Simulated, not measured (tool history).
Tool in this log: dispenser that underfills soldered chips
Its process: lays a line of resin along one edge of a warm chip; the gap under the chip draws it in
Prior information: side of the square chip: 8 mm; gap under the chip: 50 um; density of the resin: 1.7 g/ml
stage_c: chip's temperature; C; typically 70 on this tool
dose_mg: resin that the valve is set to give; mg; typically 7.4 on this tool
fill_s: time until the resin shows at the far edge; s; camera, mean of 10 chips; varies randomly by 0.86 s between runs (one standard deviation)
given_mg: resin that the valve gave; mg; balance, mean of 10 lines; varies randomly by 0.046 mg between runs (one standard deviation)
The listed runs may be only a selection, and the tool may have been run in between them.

run,hour,stage_c,dose_mg,fill_s,given_mg
1,0,70,7.4,94.4,7.19
# hour 2.3: new syringe of resin
2,8.9,70,8.38,84.6,8.17
# hour 14.8: new syringe of resin
3,19.1,81,7.4,49.7,7.15
# hour 23.2: dispensing valve cleaned and set on the balance
# hour 28: new syringe of resin
4,28.1,81,7.4,42.7,7.5
5,37.9,81,7.4,56.6,7.32
# hour 40.6: new syringe of resin
6,43.6,70,7.4,78,7.39
# hour 52.6: new syringe of resin
7,53.9,70,7.68,74.6,7.6
8,62.3,70,7.4,93.3,7.32
# hour 65.4: new syringe of resin
9,69.5,70,9.46,75.6,9.18
10,75.6,70,7.4,90.4,7.22
# hour 77.6: new syringe of resin
11,81.3,70,7.4,76.5,7.19
# hour 89.7: new syringe of resin
12,90.1,70,7.4,71.8,7.08
# hour 99.2: dispensing valve cleaned and set on the balance
13,100.8,70,7.4,91.3,7.41
# hour 102.7: new syringe of resin
14,113.5,70,7.4,93.9,7.25

What will run 15 give?
# hour 114.7: new syringe of resin
15,120.8,61,8.21,?,?

{"run 15": {"fill_s": 125.3, "given_mg": 8.13}}
With the hidden condition absent and the run-to-run variation left alone, this run would have shown fill_s 122.3 s, given_mg 8.22 mg.
